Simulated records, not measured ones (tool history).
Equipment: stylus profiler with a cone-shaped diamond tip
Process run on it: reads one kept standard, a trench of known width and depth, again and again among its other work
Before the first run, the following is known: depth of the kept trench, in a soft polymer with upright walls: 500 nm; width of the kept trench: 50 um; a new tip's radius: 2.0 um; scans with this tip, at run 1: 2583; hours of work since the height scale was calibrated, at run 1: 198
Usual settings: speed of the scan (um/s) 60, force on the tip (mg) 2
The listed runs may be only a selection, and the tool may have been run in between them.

run      day  speed of the scan (um/s)  force on the tip (mg)  scans with this tip  hours of work since the height scale was calibrated  depth of the trench (nm)  width of the trench's floor (nm)
  1        0                        60                      2                 2583                                                  198                    502.17                             46740
  2    5.292                        60                   0.76                 3341                                                  256                    500.72                             46310
  3   10.512                        60                   0.76                 4089                                                  313                    500.42                             46340
  4   13.521                        60                   4.04                 4519                                                  346                    503.24                             46640
  5       19                        70                      2                 5304                                                  406                    501.94                             46420
  6   23.079                        70                      2                 5888                                                  451                    501.47                             46320
  7   27.842                        60                      2                 6570                                                  503                    501.28                             46430
  8   30.579                        60                      2                 6962                                                  533                    501.43                             46340
  9   34.025                        60                      2                 7455                                                  571                    501.21                             46290
 10   38.617                        60                   4.55                 8113                                                  621                    503.04                             46450
 11   43.138                        60                      2                 8759                                                  670                    500.94                             46230
 12   48.542                        37                      2                 9534                                                  730                    500.93                             46360
 13   51.567                        37                      2                 9966                                                  763                    500.44                             46300
 14   54.433                        37                      2                10377                                                  794                    500.22                             46280
 15   59.425                        23                   1.94                11092                                                  849                    500.37                             46330
      63.729  -- height scale calibrated on a step standard
 16   64.579                        23                   1.94                11827                                                    9                    502.33                             46220
 17   69.933                       131                   5.95                12593                                                   68                    505.29                             45860
 18   72.371                        15                   3.69                12942                                                   95                    503.72                             46300
 19   75.042                       226                      2                13325                                                  124                    502.44                             44840
 20   78.104                       226                      2                13763                                                  158                    502.28                             44780
 21   82.208                        15                   2.95                14351                                                  202                    502.91                             46160
 22   84.646                        15                   2.95                14700                                                  229                    502.73                             46200
 23   88.462                        18                   2.21                15246                                                  271                    502.01                             46050
      90.921  -- new tip fitted, height scale calibrated
 24    92.45                        52                    1.6                  219                                                   17                    501.99                             46970
 25   96.779                        20                      2                  839                                                   64                    502.31                             47130
 26  100.638                        60                   0.97                 1391                                                  106                    501.35                             46640
 27  106.108                        60                   5.59                 2175                                                  166                    504.91                             46860

What if the next run were any one of these 5? Each begins from the tool's condition after run 27:
  A  108.846                        65                      2                 2567                                                  196                         ?                                 ?
  B  108.846                        53                   0.77                 2567                                                  196                         ?                                 ?
  C  108.846                       120                    0.7                 2567                                                  196                         ?                                 ?
  D  108.846                        70                      2                 2567                                                  196                         ?                                 ?
  E  108.846                        84                   5.33                 2567                                                  196                         ?                                 ?

run  depth of the trench (nm)  width of the trench's floor (nm)
  A                    502.29                             46670
  B                    500.82                             46510
  C                    500.82                             45750
  D                     502.1                             46640
  E                    504.71                             46730
Without the tool's unlogged condition, the same runs would have read:
run  depth of the trench (nm)  width of the trench's floor (nm)
  A                    502.85                             46920
  B                    501.38                             46760
  C                    501.38                             46000
  D                    502.66                             46890
  E                    505.27                             46980
